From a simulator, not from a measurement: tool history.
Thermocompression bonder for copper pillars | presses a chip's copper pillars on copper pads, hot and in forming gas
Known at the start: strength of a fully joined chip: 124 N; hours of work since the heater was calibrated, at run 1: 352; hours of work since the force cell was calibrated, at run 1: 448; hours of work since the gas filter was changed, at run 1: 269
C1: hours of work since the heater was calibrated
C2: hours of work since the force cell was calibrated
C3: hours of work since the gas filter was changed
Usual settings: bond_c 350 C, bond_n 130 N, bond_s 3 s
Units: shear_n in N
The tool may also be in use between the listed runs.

Run 1, hour 0: usual settings; C1 352; C2 448; C3 269. Result: shear_n 52.8 N.
Run 2, hour 12.2: usual settings; C1 361; C2 456; C3 278. Result: shear_n 52.6 N.
Run 3, hour 25.7: usual settings; C1 370; C2 466; C3 287. Result: shear_n 52.3 N.
Run 4, hour 38.4: usual settings but bond_n 103 N; C1 379; C2 474; C3 296. Result: shear_n 44.1 N.
Run 5, hour 50.5: usual settings but bond_n 103 N; C1 387; C2 483; C3 304. Result: shear_n 43.5 N.
At hour 57.5: forming gas filter changed.
Run 6, hour 57.6: usual settings but bond_n 103 N; C1 392; C2 487; C3 0. Result: shear_n 47.7 N.
Run 7, hour 66.2: usual settings but bond_n 103 N; C1 397; C2 493; C3 6. Result: shear_n 48.5 N.
Run 8, hour 77.6: usual settings but bond_n 121 N; C1 405; C2 501; C3 14. Result: shear_n 53.8 N.
Run 9, hour 90.4: usual settings but bond_n 121 N; C1 414; C2 510; C3 23. Result: shear_n 53.4 N.
Run 10, hour 99.4: usual settings but bond_n 121 N; C1 420; C2 516; C3 29. Result: shear_n 54.5 N.
Run 11, hour 105.4: usual settings; C1 424; C2 520; C3 33. Result: shear_n 55.9 N.
Run 12, hour 118.1: usual settings; C1 433; C2 529; C3 42. Result: shear_n 55.6 N.
Run 13, hour 125.9: usual settings; C1 438; C2 534; C3 47. Result: shear_n 56.3 N.
Run 14, hour 138.6: usual settings; C1 447; C2 543; C3 56. Result: shear_n 56 N.
Run 15, hour 145.3: usual settings; C1 452; C2 547; C3 60. Result: shear_n 56.1 N.
Run 16, hour 153.6: usual settings; C1 457; C2 553; C3 66. Result: shear_n 56 N.
Run 17, hour 162.4: usual settings; C1 463; C2 559; C3 72. Result: shear_n 55.9 N.
Run 18, hour 171.2: usual settings; C1 469; C2 565; C3 78. Result: shear_n 55.4 N.
Run 19, hour 185.8: usual settings; C1 480; C2 575; C3 88. Result: shear_n 55.8 N.
Run 20, hour 195.2: usual settings but bond_s 4 s; C1 486; C2 582; C3 95. Result: shear_n 62.6 N.
Run 21, hour 206.8: usual settings but bond_c 360 C, bond_n 114 N; C1 494; C2 590; C3 102. Result: shear_n 56.7 N.
Run 22, hour 215.2: usual settings but bond_c 331 C, bond_n 181 N; C1 500; C2 595; C3 108. Result: shear_n 57.8 N.
Run 23, hour 226.5: usual settings but bond_c 351 C; C1 507; C2 603; C3 116. Result: shear_n 55.8 N.
Run 24, hour 237: usual settings but bond_c 320 C, bond_n 117 N; C1 515; C2 610; C3 123. Result: shear_n 36.5 N.
Run 25, hour 249.5: usual settings but bond_c 320 C, bond_n 117 N; C1 523; C2 619; C3 132. Result: shear_n 35.9 N.
Run 26, hour 256.6: usual settings but bond_c 379 C, bond_n 134 N, bond_s 4 s; C1 528; C2 624; C3 137. Result: shear_n 79.5 N.
Run 27, hour 267.1: usual settings but bond_c 322 C, bond_n 134 N, bond_s 4 s; C1 535; C2 631; C3 144. Result: shear_n 46.6 N.
Run 28, hour 275.8: usual settings but bond_c 322 C, bond_n 134 N, bond_s 4 s; C1 541; C2 637; C3 150. Result: shear_n 45.5 N.
Run 29, hour 289.7: usual settings but bond_c 358 C, bond_n 118 N, bond_s 2 s; C1 551; C2 646; C3 159. Result: shear_n 48.4 N.
Run 30, hour 300.6: usual settings but bond_c 358 C, bond_n 118 N, bond_s 2 s; C1 558; C2 654; C3 167. Result: shear_n 48.2 N.
Run 31, hour 312.3: usual settings but bond_c 343 C; C1 566; C2 662; C3 175. Result: shear_n 50.3 N.
Run 32, hour 318.2: usual settings but bond_c 343 C; C1 570; C2 666; C3 179. Result: shear_n 50.8 N.
Run 33, hour 327.2: usual settings but bond_c 343 C, bond_s 5 s; C1 577; C2 672; C3 185. Result: shear_n 62.2 N.
Run 34, hour 337.7: usual settings but bond_c 362 C, bond_n 85 N, bond_s 2 s; C1 584; C2 679; C3 192. Result: shear_n 39.3 N.
Run 35, hour 349.9: usual settings but bond_c 366 C, bond_n 89 N, bond_s 8 s; C1 592; C2 688; C3 201. Result: shear_n 67.4 N.
Run 36, hour 363.7: usual settings but bond_c 324 C, bond_n 186 N; C1 602; C2 697; C3 210. Result: shear_n 52.6 N.
Run 37, hour 372.2: usual settings but bond_c 324 C, bond_n 172 N; C1 607; C2 703; C3 216. Result: shear_n 50.2 N.
Run 38, hour 379.7: usual settings but bond_n 190 N; C1 613; C2 708; C3 221. Result: shear_n 69.9 N.
Run 39, hour 393.4: usual settings but bond_c 369 C, bond_n 93 N, bond_s 6 s; C1 622; C2 718; C3 231. Result: shear_n 65.6 N.

Forecast each of these 3 alternatives for the next run:
Run A, hour 407.2: usual settings but bond_s 4 s; C1 631; C2 727; C3 240. Result: shear_n ?.
Run B, hour 407.2: usual settings but bond_c 369 C, bond_n 165 N, bond_s 6 s; C1 631; C2 727; C3 240. Result: shear_n ?.
Run C, hour 407.2: usual settings but bond_c 336 C, bond_n 100 N, bond_s 4 s; C1 631; C2 727; C3 240. Result: shear_n ?.

run  shear_n
  A     59.2
  B     88.7
  C     41.6
Without the tool's hidden state the same runs would have given:
run  shear_n
  A       62
  B       94
  C     43.4
